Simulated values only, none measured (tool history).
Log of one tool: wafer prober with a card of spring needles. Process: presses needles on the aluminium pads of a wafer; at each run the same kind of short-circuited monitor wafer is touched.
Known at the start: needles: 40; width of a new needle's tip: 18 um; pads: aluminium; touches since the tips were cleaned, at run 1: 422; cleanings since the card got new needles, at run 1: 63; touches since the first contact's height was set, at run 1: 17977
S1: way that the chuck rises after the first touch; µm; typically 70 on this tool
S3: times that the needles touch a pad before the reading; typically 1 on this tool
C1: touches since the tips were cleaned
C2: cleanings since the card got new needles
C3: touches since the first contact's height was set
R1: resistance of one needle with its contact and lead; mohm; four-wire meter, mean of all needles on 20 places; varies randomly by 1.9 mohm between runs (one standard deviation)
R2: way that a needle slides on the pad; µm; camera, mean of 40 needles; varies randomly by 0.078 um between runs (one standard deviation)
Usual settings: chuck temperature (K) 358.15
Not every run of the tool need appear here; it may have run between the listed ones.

Run 1, hour 0.0: usual settings; C1 422; C2 63; C3 17977. Result: R1 243 mohm, R2 19.25 µm.
At hour 21.4: tips cleaned on abrasive film.
Run 2, hour 23.2: usual settings; C1 344; C2 64; C3 22378. Result: R1 233 mohm, R2 19.22 µm.
At hour 43.2: tips cleaned on abrasive film.
At hour 65.1: tips cleaned on abrasive film.
Run 3, hour 69.7: usual settings; C1 884; C2 66; C3 31208. Result: R1 267 mohm, R2 19.36 µm.
At hour 88.6: tips cleaned on abrasive film.
Run 4, hour 103.9: usual settings; C1 2909; C2 67; C3 37699. Result: R1 328 mohm, R2 19.18 µm.
At hour 114.6: tips cleaned on abrasive film.
Run 5, hour 130.2: usual settings; C1 2975; C2 68; C3 42700. Result: R1 327 mohm, R2 19.25 µm.
At hour 138.1: tips cleaned on abrasive film.
At hour 163.4: tips cleaned on abrasive film.
Run 6, hour 179.1: usual settings but S3 3; C1 2982; C2 70; C3 51971. Result: R1 251 mohm, R2 19.04 µm.
At hour 189.4: tips cleaned on abrasive film.
At hour 213.0: tips cleaned on abrasive film.
Run 7, hour 213.7: usual settings but S3 3; C1 130; C2 72; C3 58529. Result: R1 211 mohm, R2 19.02 µm.
At hour 236.4: tips cleaned on abrasive film.
At hour 258.5: tips cleaned on abrasive film.
Run 8, hour 260.8: usual settings but chuck temperature (K) 311.15, S3 3; C1 439; C2 74; C3 67458. Result: R1 207 mohm, R2 19.05 µm.
At hour 282.3: tips cleaned on abrasive film.
At hour 305.4: tips cleaned on abrasive film.
Run 9, hour 309.4: usual settings but chuck temperature (K) 311.15, S3 3; C1 762; C2 76; C3 76699. Result: R1 222 mohm, R2 18.98 µm.
At hour 327.9: tips cleaned on abrasive film.
Run 10, hour 333.0: usual settings but chuck temperature (K) 311.15, S3 3; C1 972; C2 77; C3 81174. Result: R1 221 mohm, R2 18.99 µm.
At hour 351.6: tips cleaned on abrasive film.
Run 11, hour 357.3: usual settings but chuck temperature (K) 316.15; C1 1069; C2 78; C3 85772. Result: R1 266 mohm, R2 18.93 µm.
At hour 374.6: tips cleaned on abrasive film.
Run 12, hour 382.8: usual settings; C1 1572; C2 79; C3 90621. Result: R1 301 mohm, R2 18.83 µm.
At hour 397.6: tips cleaned on abrasive film.
Run 13, hour 407.2: usual settings but chuck temperature (K) 366.15; C1 1835; C2 80; C3 95257. Result: R1 302 mohm, R2 18.75 µm.
At hour 419.5: tips cleaned on abrasive film.
Run 14, hour 429.6: usual settings but chuck temperature (K) 366.15; C1 1939; C2 81; C3 99510. Result: R1 304 mohm, R2 18.87 µm.
At hour 443.3: tips cleaned on abrasive film.
Run 15, hour 452.7: usual settings but chuck temperature (K) 366.15; C1 1797; C2 82; C3 103893. Result: R1 298 mohm, R2 18.81 µm.
At hour 466.1: tips cleaned on abrasive film.
At hour 488.1: tips cleaned on abrasive film.
Run 16, hour 488.1: usual settings but chuck temperature (K) 366.15; C1 0; C2 84; C3 110588. Result: R1 218 mohm, R2 18.84 µm.
At hour 510.6: tips cleaned on abrasive film.
Run 17, hour 522.5: usual settings but S1 88 µm, chuck temperature (K) 313.15, S3 2; C1 2270; C2 85; C3 117124. Result: R1 240 mohm, R2 23.63 µm.
At hour 534.1: tips cleaned on abrasive film.
Run 18, hour 555.2: usual settings but S1 88 µm, chuck temperature (K) 313.15, S3 2; C1 4034; C2 86; C3 123349. Result: R1 255 mohm, R2 23.62 µm.
At hour 559.8: tips cleaned on abrasive film.
At hour 584.6: tips cleaned on abrasive film.
Run 19, hour 599.4: usual settings but S1 88 µm, chuck temperature (K) 313.15, S3 2; C1 2806; C2 88; C3 131718. Result: R1 246 mohm, R2 23.45 µm.
At hour 607.6: tips cleaned on abrasive film.
Run 20, hour 628.7: usual settings but S1 65 µm, S3 2; C1 4018; C2 89; C3 137296. Result: R1 321 mohm, R2 17.22 µm.
At hour 632.4: tips cleaned on abrasive film.
At hour 654.9: tips cleaned on abrasive film.
At hour 655.2: height of the first contact set anew.
Run 21, hour 664.4: usual settings but chuck temperature (K) 299.15, S3 3; C1 1757; C2 91; C3 1757. Result: R1 229 mohm, R2 19.31 µm.
At hour 679.2: tips cleaned on abrasive film.
Run 22, hour 686.1: usual settings but chuck temperature (K) 299.15, S3 3; C1 1319; C2 92; C3 5871. Result: R1 223 mohm, R2 19.30 µm.
At hour 702.4: tips cleaned on abrasive film.
At hour 725.2: tips cleaned on abrasive film.
Run 23, hour 734.7: usual settings but chuck temperature (K) 375.15; C1 1819; C2 94; C3 15090. Result: R1 294 mohm, R2 19.28 µm.
At hour 747.3: tips cleaned on abrasive film.
Run 24, hour 758.8: usual settings but S1 56 µm, chuck temperature (K) 375.15, S3 3; C1 2193; C2 95; C3 19665. Result: R1 277 mohm, R2 15.39 µm.
At hour 769.9: tips cleaned on abrasive film.
Run 25, hour 785.1: usual settings but S1 56 µm, chuck temperature (K) 375.15, S3 3; C1 2890; C2 96; C3 24649. Result: R1 295 mohm, R2 15.28 µm.

Run 26, settings as shown, results not yet in. Your forecast:
At hour 793.6: tips cleaned on abrasive film.
At hour 817.3: tips cleaned on abrasive film.
Run 26, hour 831.8: usual settings but S1 53 µm, chuck temperature (K) 333.15, S3 3; C1 2766; C2 98; C3 33512. Result: R1 ?, R2 ?.

R1: 292 mohm
R2: 14.54 µm
Had the tool carried no hidden state, the very same run would have given R1 208 mohm, R2 14.74 µm.
